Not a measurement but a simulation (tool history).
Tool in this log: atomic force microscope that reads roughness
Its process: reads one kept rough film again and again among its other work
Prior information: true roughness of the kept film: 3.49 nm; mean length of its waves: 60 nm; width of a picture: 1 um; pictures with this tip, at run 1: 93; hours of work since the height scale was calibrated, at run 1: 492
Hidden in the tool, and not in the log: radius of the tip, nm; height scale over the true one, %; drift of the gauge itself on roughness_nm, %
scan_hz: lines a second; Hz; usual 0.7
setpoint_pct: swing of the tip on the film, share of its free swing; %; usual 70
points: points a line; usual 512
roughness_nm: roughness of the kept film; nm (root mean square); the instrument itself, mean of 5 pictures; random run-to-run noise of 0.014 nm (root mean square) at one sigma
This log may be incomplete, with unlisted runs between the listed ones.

run,day,scan_hz,setpoint_pct,points,pictures with this tip,hours of work since the height scale was calibrated,roughness_nm
1,0,0.7,70,512,93,492,3.206
2,0.658,0.7,70,512,117,500,3.179
3,1.212,0.7,70,512,137,507,3.156
# day 2.096: new tip fitted
4,2.121,0.7,70,512,1,517,3.275
5,2.975,0.7,58,512,31,527,3.319
6,3.521,2.98,70,512,51,534,2.895
7,4.438,0.7,70,835,84,545,3.199
8,5.688,0.7,70,378,129,560,3.176
9,6.704,0.846,79,617,165,572,3.019

Estimate the outcome of run 10 from the log above:
# day 6.796: new tip fitted
10,7.671,0.846,66,474,31,583,?

{"run 10": {"roughness_nm": 3.254}}
Were there no unlogged condition in the tool, this run, its random variation unchanged, would have produced roughness_nm 3.302 nm (root mean square).

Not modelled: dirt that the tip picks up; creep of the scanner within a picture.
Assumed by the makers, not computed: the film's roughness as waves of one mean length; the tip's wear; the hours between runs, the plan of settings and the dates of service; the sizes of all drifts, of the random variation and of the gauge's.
